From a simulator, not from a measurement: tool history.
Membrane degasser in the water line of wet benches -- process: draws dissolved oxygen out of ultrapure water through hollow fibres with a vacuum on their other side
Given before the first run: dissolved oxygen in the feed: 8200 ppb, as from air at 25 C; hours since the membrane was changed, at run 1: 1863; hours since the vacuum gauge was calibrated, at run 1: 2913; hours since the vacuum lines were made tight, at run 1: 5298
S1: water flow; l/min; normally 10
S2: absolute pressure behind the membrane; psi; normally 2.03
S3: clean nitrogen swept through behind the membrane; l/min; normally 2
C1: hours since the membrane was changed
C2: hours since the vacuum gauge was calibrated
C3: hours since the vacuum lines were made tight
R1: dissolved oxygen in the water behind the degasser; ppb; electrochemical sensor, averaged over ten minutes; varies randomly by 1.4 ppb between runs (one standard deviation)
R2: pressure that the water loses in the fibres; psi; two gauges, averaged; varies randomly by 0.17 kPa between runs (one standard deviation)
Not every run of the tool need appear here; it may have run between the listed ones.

| run | day | S1 | S2 | S3 | C1 | C2 | C3 | R1 | R2 |
|---|---|---|---|---|---|---|---|---|---|
| 1 | 0 | 10 | 2.03 | 2 | 1863 | 2913 | 5298 | 145.3 | 3.752 |
| 2 | 1.779 | 10 | 1.62 | 2 | 1906 | 2956 | 5341 | 109.6 | 3.755 |
| 3 | 4.229 | 10 | 1.62 | 2 | 1965 | 3015 | 5400 | 111.5 | 3.774 |
| 4 | 5.954 | 10 | 1.62 | 2 | 2006 | 3056 | 5441 | 114.2 | 3.726 |
| 5 | 8.388 | 10 | 2.03 | 2 | 2065 | 3114 | 5500 | 146.4 | 3.732 |
| 6 | 9.875 | 10 | 2.03 | 2 | 2100 | 3150 | 5535 | 145.6 | 3.756 |
| 7 | 11.096 | 10 | 2.03 | 2.44 | 2130 | 3179 | 5565 | 122.3 | 3.709 |
| 8 | 13.25 | 10 | 2.03 | 2 | 2181 | 3231 | 5616 | 147.4 | 3.788 |
| 9 | 15.592 | 10 | 2.03 | 2 | 2238 | 3287 | 5673 | 150 | 3.742 |
| 10 | 18.292 | 9 | 2.03 | 2 | 2302 | 3352 | 5737 | 136 | 3.395 |
| 11 | 21.221 | 9 | 2.03 | 2 | 2373 | 3422 | 5808 | 135.3 | 3.362 |
| 12 | 23.404 | 9 | 2.03 | 4.53 | 2425 | 3475 | 5860 | 63.1 | 3.419 |
| 13 | 25.975 | 9 | 2.03 | 4.53 | 2487 | 3536 | 5922 | 63.8 | 3.379 |
| 14 | 27.617 | 9 | 2.03 | 1.83 | 2526 | 3576 | 5961 | 146.8 | 3.372 |
| 15 | 29.896 | 10 | 2.03 | 2 | 2581 | 3630 | 6016 | 147.3 | 3.77 |
| 16 | 31.646 | 10 | 2.03 | 2 | 2623 | 3672 | 6058 | 153.2 | 3.732 |
| 17 | 33.075 | 10 | 2.03 | 2 | 2657 | 3707 | 6092 | 151.3 | 3.765 |
| 18 | 34.367 | 7 | 4.66 | 1.12 | 2688 | 3738 | 6123 | 477.8 | 2.595 |
| 19 | 35.754 | 10 | 2.03 | 4.51 | 2722 | 3771 | 6156 | 71.9 | 3.771 |
|  | 37.883 | seals of the vacuum lines changed |
| 20 | 38.229 | 15 | 2.03 | 1.3 | 2779 | 3829 | 8 | 312.1 | 5.665 |
| 21 | 39.446 | 7 | 3.28 | 1.07 | 2808 | 3858 | 38 | 304.1 | 2.635 |
| 22 | 42.383 | 7 | 3.28 | 1.07 | 2879 | 3928 | 108 | 303.9 | 2.641 |
| 23 | 43.971 | 7 | 4.99 | 1.61 | 2917 | 3966 | 146 | 329.4 | 2.609 |
| 24 | 45.438 | 10 | 4.99 | 2.5 | 2952 | 4002 | 181 | 307.6 | 3.791 |
| 25 | 48.033 | 10 | 4.99 | 2.5 | 3014 | 4064 | 244 | 308.2 | 3.749 |
| 26 | 49.329 | 13 | 2.76 | 2.5 | 3045 | 4095 | 275 | 213.4 | 4.911 |
| 27 | 51.712 | 15 | 4.66 | 3.61 | 3103 | 4152 | 332 | 304.8 | 5.655 |
| 28 | 54.067 | 15 | 4.66 | 3.61 | 3159 | 4209 | 388 | 308.5 | 5.68 |
| 29 | 55.988 | 15 | 4.66 | 3.61 | 3205 | 4255 | 434 | 308.2 | 5.713 |
| 30 | 57.383 | 15 | 4.66 | 3.61 | 3239 | 4288 | 468 | 313.4 | 5.649 |
| 31 | 58.925 | 15 | 4.66 | 3.61 | 3276 | 4325 | 505 | 306.1 | 5.754 |
| 32 | 60.942 | 9 | 4.66 | 3.61 | 3324 | 4374 | 553 | 181.5 | 3.449 |

Results per run with the tool's hidden condition removed, run-to-run variation unchanged:
Hidden state present: membrane still open, %; true pressure behind the membrane over the reading, kPa; air that leaks in behind the membrane, l/min; drift of the gauge itself on oxygen_ppb, %; drift of the gauge itself on loss_of_pressure_kpa, %.
| run | R1 | R2 |
|---|---|---|
| 1 | 131.4 | 3.655 |
| 2 | 98 | 3.656 |
| 3 | 99.7 | 3.671 |
| 4 | 102 | 3.622 |
| 5 | 131.8 | 3.624 |
| 6 | 131 | 3.648 |
| 7 | 109.6 | 3.598 |
| 8 | 132.3 | 3.675 |
| 9 | 134.5 | 3.624 |
| 10 | 120.6 | 3.287 |
| 11 | 119.9 | 3.249 |
| 12 | 55.3 | 3.304 |
| 13 | 55.8 | 3.262 |
| 14 | 129.7 | 3.252 |
| 15 | 130.9 | 3.635 |
| 16 | 136 | 3.594 |
| 17 | 134.1 | 3.626 |
| 18 | 422.7 | 2.496 |
| 19 | 62.9 | 3.627 |
| 20 | 297.7 | 5.446 |
| 21 | 296.8 | 2.532 |
| 22 | 296.1 | 2.534 |
| 23 | 323.1 | 2.502 |
| 24 | 301.2 | 3.636 |
| 25 | 301.4 | 3.591 |
| 26 | 204.4 | 4.704 |
| 27 | 295.1 | 5.41 |
| 28 | 298.4 | 5.429 |
| 29 | 297.9 | 5.459 |
| 30 | 302.7 | 5.393 |
| 31 | 295.5 | 5.493 |
| 32 | 175.9 | 3.291 |
